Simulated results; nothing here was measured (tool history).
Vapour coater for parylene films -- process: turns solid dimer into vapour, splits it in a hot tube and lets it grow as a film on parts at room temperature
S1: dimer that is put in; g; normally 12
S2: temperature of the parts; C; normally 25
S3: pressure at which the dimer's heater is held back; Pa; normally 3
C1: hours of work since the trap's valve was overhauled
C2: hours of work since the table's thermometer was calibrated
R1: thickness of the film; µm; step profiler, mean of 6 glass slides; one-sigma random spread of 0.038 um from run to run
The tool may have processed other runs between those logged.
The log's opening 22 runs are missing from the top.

| run | hour | S1 | S2 | S3 | C1 | C2 | R1 |
|---|---|---|---|---|---|---|---|
| 23 | 357.4 | 12 | 25 | 5.52 | 14 | 320 | 3.5 |
| 24 | 366.9 | 12 | 24 | 5.52 | 18 | 324 | 3.59 |
| 25 | 379.6 | 10 | 25 | 5.7 | 23 | 330 | 2.89 |
| 26 | 401.8 | 10 | 25 | 5.7 | 33 | 339 | 2.89 |
| 27 | 422.2 | 10 | 25 | 5.7 | 42 | 348 | 2.87 |
| 28 | 436 | 10 | 25 | 5.7 | 48 | 354 | 2.85 |
| 29 | 452.3 | 13 | 25 | 3 | 55 | 361 | 4.21 |
| 30 | 462.4 | 8 | 34 | 3.2 | 59 | 366 | 2.21 |
| 31 | 484.3 | 11 | 24 | 5.35 | 69 | 375 | 3.27 |
| 32 | 500.4 | 8 | 29 | 5.35 | 76 | 382 | 2.16 |
| 33 | 509.5 | 8 | 29 | 5.35 | 80 | 386 | 2.13 |
| 34 | 518.6 | 6 | 20 | 2.49 | 84 | 390 | 2.2 |
| 35 | 538.4 | 8 | 25 | 3 | 92 | 399 | 2.55 |
| 36 | 549.3 | 18 | 28 | 6.95 | 97 | 403 | 4.64 |
| 37 | 558.9 | 18 | 28 | 2.56 | 101 | 407 | 5.7 |
| 38 | 572.9 | 18 | 26 | 2.56 | 107 | 414 | 5.92 |

For run 39, what comes out?
| 39 | 585.2 | 18 | 26 | 3.58 | 112 | 419 | ? |

For run 39 the tool returned R1 5.45 µm.
With the hidden condition absent and the run-to-run variation left alone, this run would have shown R1 5.63 µm.

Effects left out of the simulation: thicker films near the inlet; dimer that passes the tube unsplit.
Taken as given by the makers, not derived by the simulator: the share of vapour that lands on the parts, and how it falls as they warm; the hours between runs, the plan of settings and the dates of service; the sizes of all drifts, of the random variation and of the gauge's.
